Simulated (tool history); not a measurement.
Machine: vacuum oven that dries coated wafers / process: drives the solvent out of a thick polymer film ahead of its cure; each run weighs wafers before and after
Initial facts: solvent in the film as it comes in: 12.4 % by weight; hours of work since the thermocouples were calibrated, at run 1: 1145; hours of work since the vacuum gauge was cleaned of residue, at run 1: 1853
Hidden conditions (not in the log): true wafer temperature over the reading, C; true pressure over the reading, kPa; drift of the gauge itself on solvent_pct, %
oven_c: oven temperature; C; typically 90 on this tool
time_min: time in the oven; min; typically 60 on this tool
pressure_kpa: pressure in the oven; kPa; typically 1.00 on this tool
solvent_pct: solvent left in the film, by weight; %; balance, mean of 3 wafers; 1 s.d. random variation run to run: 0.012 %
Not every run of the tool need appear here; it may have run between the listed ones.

run	day	oven_c	time_min	pressure_kpa	hours of work since the thermocouples were calibrated	hours of work since the vacuum gauge was cleaned of residue	solvent_pct
1	0.000	90	60	1.00	1145	1853	0.91
2	2.704	90	60	1.00	1177	1885	0.91
# day 6.938: oven's thermocouples calibrated
3	6.938	90	32	1.00	0	1933	2.74
4	11.121	88	32	1.00	49	1981	3.21
5	15.979	88	32	1.00	105	2038	3.18
6	20.133	88	32	1.00	153	2086	3.17
7	24.746	88	32	1.00	207	2140	3.16
8	28.788	88	32	1.00	254	2187	3.17
9	32.504	88	32	1.00	297	2230	3.14
10	35.417	90	60	1.66	331	2264	1.29
11	39.412	90	60	1.66	378	2310	1.31
12	44.096	85	60	1.66	432	2365	2.10
13	47.392	85	60	1.66	470	2403	2.12
14	52.154	85	60	1.66	526	2459	2.13
15	55.567	85	60	1.66	565	2498	2.10
16	57.733	85	60	1.66	591	2523	2.10
17	60.642	77	60	1.00	624	2557	3.69
18	62.992	77	60	1.00	652	2585	3.66
19	65.171	90	60	1.17	677	2610	1.09
20	68.792	90	60	1.17	719	2652	1.10
21	72.104	94	60	1.00	758	2691	0.66
22	76.867	94	60	1.11	813	2746	0.69
23	81.708	86	34	1.00	869	2802	3.24
24	84.646	91	60	1.00	903	2836	0.91
25	88.588	103	40	1.29	949	2882	0.50
26	90.938	88	60	3.03	977	2909	1.97
27	93.754	88	60	3.03	1009	2942	1.98
28	96.762	90	71	1.00	1044	2977	0.81
29	99.538	90	71	1.00	1077	3009	0.80
30	102.846	90	65	1.84	1115	3048	1.17
# day 104.954: vacuum gauge cleaned of residue and calibrated
31	107.046	77	65	1.84	1163	24	3.36
32	111.829	90	60	3.96	1219	80	1.77
# day 112.554: oven's thermocouples calibrated
33	115.183	76	60	1.25	31	118	3.87
34	117.529	97	60	1.32	58	145	0.49
35	121.542	97	60	1.32	104	192	0.46
36	124.738	98	104	0.98	142	229	0.28
37	128.396	98	60	0.88	184	272	0.34
38	132.342	98	60	0.88	230	317	0.34
39	135.479	98	60	0.88	267	354	0.33
40	140.175	100	60	0.88	321	409	0.29
41	142.925	82	64	0.62	353	441	1.87
42	145.558	83	64	3.74	384	471	2.91

What differs in the tool's unlogged condition from the final listed run ahead of each entry between runs to the first listed run following it?
Between runs 2 and 3: oven's thermocouples calibrated (day 6.938)
  true wafer temperature over the reading, C: 1.57 -> -0.19; true pressure over the reading, kPa: 0.346 -> 0.355
  measured less the result without the state, solvent_pct: -0.07 -> +0.15 %
Between runs 30 and 31: vacuum gauge cleaned of residue and calibrated (day 104.954)
  true wafer temperature over the reading, C: 1.44 -> 1.51; true pressure over the reading, kPa: 0.562 -> 0.014
  measured less the result without the state, solvent_pct: +0.03 -> -0.39 %
Between runs 32 and 33: oven's thermocouples calibrated (day 112.554)
  true wafer temperature over the reading, C: 1.6 -> 0.6; true pressure over the reading, kPa: 0.025 -> 0.032
  measured less the result without the state, solvent_pct: -0.23 -> -0.15 %
